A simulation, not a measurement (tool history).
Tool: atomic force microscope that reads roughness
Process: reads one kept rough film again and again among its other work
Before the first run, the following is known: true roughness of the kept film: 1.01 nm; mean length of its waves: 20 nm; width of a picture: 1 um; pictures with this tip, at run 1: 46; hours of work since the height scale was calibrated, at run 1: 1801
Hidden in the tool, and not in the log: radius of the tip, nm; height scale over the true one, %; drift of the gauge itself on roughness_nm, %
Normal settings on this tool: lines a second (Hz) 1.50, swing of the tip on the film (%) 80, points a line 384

run	hour	lines a second (Hz)	swing of the tip on the film (%)	points a line	pictures with this tip	hours of work since the height scale was calibrated	roughness of the kept film (nm (root mean square))
1	0.0	1.50	80	384	46	1801	0.723
2	81.0	1.50	80	384	127	1851	0.639
3	116.1	1.50	80	384	162	1873	0.600
# hour 135.0: new tip fitted
4	158.9	1.50	80	384	24	1899	0.752
5	228.2	1.50	80	384	93	1942	0.669
6	279.8	1.50	80	384	144	1974	0.619
# hour 314.2: new tip fitted
7	349.2	1.50	55	384	34	2017	0.803
8	429.4	1.50	55	384	114	2066	0.703
# hour 437.9: height scale calibrated on a step standard
9	474.2	1.50	86	384	158	23	0.579
# hour 498.1: new tip fitted
10	525.6	1.50	62	384	27	54	0.803
11	597.7	1.50	62	384	99	99	0.711
12	660.0	1.20	61	384	161	137	0.654
# hour 679.7: new tip fitted
13	704.8	1.20	61	384	25	165	0.812
14	757.6	1.20	73	384	77	198	0.713
15	803.3	1.50	87	298	123	226	0.604
# hour 836.7: height scale calibrated on a step standard, once more
16	847.5	1.35	56	954	166	7	0.677
# hour 860.1: new tip fitted
17	898.0	1.70	80	384	38	38	0.753
18	974.3	1.70	80	268	114	85	0.646
# hour 1040.7: new tip fitted
19	1040.7	1.70	80	604	0	126	0.811
20	1112.1	1.41	56	569	71	170	0.780
21	1151.0	1.52	81	272	110	194	0.657
22	1211.5	3.97	74	961	170	232	0.567

Consider 3 possible next runs. They are alternatives, not a sequence: every one starts from the tool as it was left by run 22. What does each give?
# hour 1219.7: new tip fitted
A	1260.2	3.97	69	961	40	262	?
# hour 1219.7: new tip fitted
B	1260.2	3.97	74	337	40	262	?
# hour 1219.7: new tip fitted
C	1260.2	0.98	80	384	40	262	?

run	roughness of the kept film (nm (root mean square))
A	0.733
B	0.695
C	0.784
Had the tool no hidden state, the same runs would have come out as:
run	roughness of the kept film (nm (root mean square))
A	0.789
B	0.747
C	0.843
